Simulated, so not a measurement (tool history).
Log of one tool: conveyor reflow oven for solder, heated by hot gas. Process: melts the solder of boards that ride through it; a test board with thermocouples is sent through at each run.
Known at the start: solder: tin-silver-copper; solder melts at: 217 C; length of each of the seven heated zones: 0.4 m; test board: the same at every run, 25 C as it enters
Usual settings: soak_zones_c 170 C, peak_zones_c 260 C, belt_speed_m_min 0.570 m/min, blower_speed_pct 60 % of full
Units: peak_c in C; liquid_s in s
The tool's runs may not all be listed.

run,day,soak_zones_c,peak_zones_c,belt_speed_m_min,blower_speed_pct,peak_c,liquid_s
1,0.000,170,260,0.570,60,240.1,49.1
# day 1.646: flux residue cleaned out of gas plates and filters
2,1.858,170,260,0.570,60,239.4,47.3
3,2.683,170,260,0.570,60,239.0,48.1
4,4.150,170,260,0.570,60,238.9,47.7
5,5.625,170,260,0.595,60,237.2,42.4
6,7.117,170,259,0.570,60,238.1,46.2
7,8.138,170,259,0.570,60,237.7,45.0
8,9.308,170,259,0.570,60,237.8,45.5
# day 10.346: flux residue cleaned out of gas plates and filters, once more
9,11.117,170,259,0.570,60,240.9,51.1
10,12.192,170,260,0.624,60,238.7,42.3
11,13.667,170,274,0.570,60,253.4,63.3
12,14.783,170,274,0.570,60,253.2,63.0
13,16.258,170,260,0.508,60,245.0,64.1
14,17.267,170,260,0.508,60,244.7,63.4
15,18.562,170,260,0.508,60,244.9,63.5
16,19.842,170,260,0.508,60,244.4,63.3
17,21.429,170,252,0.498,60,238.1,56.8
# day 22.038: flux residue cleaned out of gas plates and filters
18,23.083,170,252,0.498,60,239.6,59.0
19,24.012,170,260,0.555,52,241.2,52.3
20,24.821,177,265,0.609,57,244.8,52.6
21,26.262,156,260,0.558,60,239.7,46.1
22,27.467,165,262,0.558,60,243.3,53.2
23,28.879,170,259,0.533,60,243.2,57.9
24,29.850,170,273,0.643,60,247.1,49.6
25,30.567,170,264,0.530,63,248.4,64.7
26,31.500,170,264,0.530,63,247.7,63.9
27,32.254,170,264,0.530,63,247.5,63.4
# day 33.658: flux residue cleaned out of gas plates and filters
28,34.038,155,260,0.570,65,240.8,46.6
29,35.029,155,265,0.664,73,240.5,38.2
30,36.392,155,265,0.664,73,240.1,39.1
31,37.329,160,265,0.664,78,242.3,42.4

Forecast each of these 4 alternatives for the next run:
A,38.188,155,265,0.543,78,?,?
B,38.188,170,260,0.570,60,?,?
C,38.188,170,249,0.575,56,?,?
D,38.188,172,260,0.570,54,?,?

run,peak_c,liquid_s
A,249.0,59.6
B,241.9,52.5
C,231.9,38.0
D,241.4,51.9
Without the tool's hidden state the same runs would have given:
run,peak_c,liquid_s
A,247.4,55.6
B,240.2,48.3
C,230.3,33.5
D,239.6,47.5
